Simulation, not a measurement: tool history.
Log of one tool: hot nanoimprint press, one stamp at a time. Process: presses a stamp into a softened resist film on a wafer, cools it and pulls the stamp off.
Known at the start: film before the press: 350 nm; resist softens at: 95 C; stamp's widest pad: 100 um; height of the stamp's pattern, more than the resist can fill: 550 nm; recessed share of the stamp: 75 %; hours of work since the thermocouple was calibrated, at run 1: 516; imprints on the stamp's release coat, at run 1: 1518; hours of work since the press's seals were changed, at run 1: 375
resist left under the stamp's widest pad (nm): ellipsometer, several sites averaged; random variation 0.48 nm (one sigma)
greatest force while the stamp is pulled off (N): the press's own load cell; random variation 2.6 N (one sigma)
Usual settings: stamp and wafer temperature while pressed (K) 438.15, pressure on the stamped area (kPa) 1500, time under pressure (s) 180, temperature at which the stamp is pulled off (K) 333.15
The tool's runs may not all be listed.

run    hour  stamp and wafer temperature while pressed (K)  pressure on the stamped area (kPa)  time under pressure (s)  temperature at which the stamp is pulled off (K)  hours of work since the thermocouple was calibrated  imprints on the stamp's release coat  hours of work since the press's seals were changed  resist left under the stamp's widest pad (nm)  greatest force while the stamp is pulled off (N)
  1     0.0                                         438.15                                1500                      180                                            333.15                                                  516                                  1518                                                 375                                          208.5                                               121
       35.6  -- plate thermocouple calibrated
       41.6  -- stamp cleaned and given a new release coat
  2    69.1                                         438.15                                1500                      180                                            333.15                                                   16                                    98                                                 409                                          208.8                                               120
  3   104.8                                         438.15                                1500                      180                                            333.15                                                   36                                   226                                                 429                                          208.8                                               118
  4   168.5                                         438.15                                1500                      140                                            333.15                                                   72                                   453                                                 465                                          223.8                                               119
  5   202.1                                         438.15                                1500                      180                                            333.15                                                   91                                   573                                                 484                                          207.7                                               122
  6   241.2                                         438.15                                2230                      180                                            333.15                                                  113                                   713                                                 506                                          177.3                                               118
  7   269.2                                         438.15                                1690                      180                                            333.15                                                  128                                   813                                                 522                                          198.6                                               121
  8   319.8                                         438.15                                1500                      180                                            333.15                                                  157                                   993                                                 550                                          207.0                                               117
  9   347.1                                         438.15                                1500                      180                                            333.15                                                  172                                  1091                                                 565                                          206.9                                               124
 10   375.5                                         438.15                                1500                      212                                            333.15                                                  188                                  1192                                                 582                                          197.4                                               121
 11   406.3                                         438.15                                1500                      240                                            333.15                                                  206                                  1302                                                 599                                          188.9                                               119
 12   468.4                                         438.15                                1500                      240                                            333.15                                                  241                                  1524                                                 634                                          188.5                                               119
      504.8  -- stamp cleaned and given a new release coat
 13   537.8                                         438.15                                1500                      240                                            333.15                                                  277                                   118                                                 670                                          188.9                                               120
      579.3  -- press's hydraulic seals changed and the load cell set to zero
 14   593.2                                         438.15                                1500                      240                                            333.15                                                  304                                   287                                                   8                                          188.7                                               119
 15   656.5                                         438.15                                1500                      180                                            333.15                                                  339                                   513                                                  44                                          205.6                                               119
 16   719.2                                         430.15                                 940                      105                                            333.15                                                  375                                   737                                                  79                                          311.8                                               123
 17   746.7                                         443.15                                1500                       93                                            333.15                                                  390                                   835                                                  94                                          210.6                                               124
 18   807.5                                         450.15                                2120                      103                                            331.15                                                  424                                  1052                                                 129                                          135.1                                               128
 19   855.0                                         450.15                                2120                      103                                            331.15                                                  451                                  1222                                                 156                                          135.5                                               127
 20   886.5                                         438.15                                1500                      180                                            332.15                                                  469                                  1334                                                 173                                          205.7                                               124
 21   921.4                                         438.15                                1060                      258                                            333.15                                                  489                                  1458                                                 193                                          210.2                                               119
      974.4  -- stamp cleaned and given a new release coat
 22   976.9                                         438.15                                1060                      258                                            333.15                                                  517                                     9                                                 221                                          210.3                                               118
     1016.0  -- plate thermocouple calibrated
 23  1027.8                                         438.15                                1660                      310                                            333.15                                                    7                                   180                                                 248                                          164.9                                               123
 24  1084.3                                         427.15                                2260                      212                                            322.15                                                   39                                   382                                                 280                                          251.1                                               164
 25  1142.5                                         427.15                                2260                      212                                            322.15                                                   71                                   590                                                 313                                          249.3                                               164
     1173.9  -- gauge calibrated
 26  1207.0                                         427.15                                2260                      212                                            322.15                                                  108                                   820                                                 349                                          254.4                                               159
 27  1256.9                                         427.15                                2260                      212                                            322.15                                                  136                                   998                                                 377                                          253.4                                               164

The next listed run, before its measurement:
 28  1312.0                                         427.15                                1450                      336                                            322.15                                                  167                                  1194                                                 409                                              ?                                                 ?

{"run 28": {"resist left under the stamp's widest pad (nm)": 259.5, "greatest force while the stamp is pulled off (N)": 157}}
Without the tool's hidden state the same run would have given resist left under the stamp's widest pad (nm) 260.2, greatest force while the stamp is pulled off (N) 157.

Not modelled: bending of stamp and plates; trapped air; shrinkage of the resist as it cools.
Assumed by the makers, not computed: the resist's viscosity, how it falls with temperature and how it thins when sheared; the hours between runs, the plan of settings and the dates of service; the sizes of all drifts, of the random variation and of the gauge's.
